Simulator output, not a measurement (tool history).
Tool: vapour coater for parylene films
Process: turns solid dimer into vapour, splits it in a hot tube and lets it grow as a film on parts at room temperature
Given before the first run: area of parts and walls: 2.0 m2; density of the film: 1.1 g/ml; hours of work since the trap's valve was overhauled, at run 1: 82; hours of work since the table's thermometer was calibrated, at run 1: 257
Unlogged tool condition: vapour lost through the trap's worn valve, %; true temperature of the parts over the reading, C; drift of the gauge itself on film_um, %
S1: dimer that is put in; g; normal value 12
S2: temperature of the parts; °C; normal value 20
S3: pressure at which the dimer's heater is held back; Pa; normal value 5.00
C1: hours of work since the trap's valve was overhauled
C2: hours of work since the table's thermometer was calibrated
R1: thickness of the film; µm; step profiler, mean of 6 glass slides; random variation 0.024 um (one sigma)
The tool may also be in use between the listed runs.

run   hour  S1  S2     S3   C1   C2    R1
  1    0.0  12  20   5.00   82  257  4.10
  2   29.0  14  20   5.00  105  279  4.80
  3   66.9  14  20   5.00  134  308  4.75
  4   91.5  14  20   5.00  153  327  4.73
  5  113.7  12  20   5.00  170  344  4.08
  6  129.5  12  20   5.00  182  357  4.07
  7  151.3  12  20   5.00  199  373  4.00
  8  172.4  12  20   5.00  215  390  4.02
  9  207.2  12  20   3.25  242  416  4.23
 10  223.2   7  24  11.63  254  429  1.86
     229.7  -- trap's valve overhauled
 11  260.7  17  24  11.63   24  455  4.42

Run 12 is up next; what results do you expect?
     287.9  -- trap's valve overhauled, once more
 12  289.1  14  25  9.43   1  473   ?

Run 12 produced R1 3.78 µm.
Take away the tool's hidden state, keep the run-to-run variation as it was, and the same run would have given R1 3.75 µm.
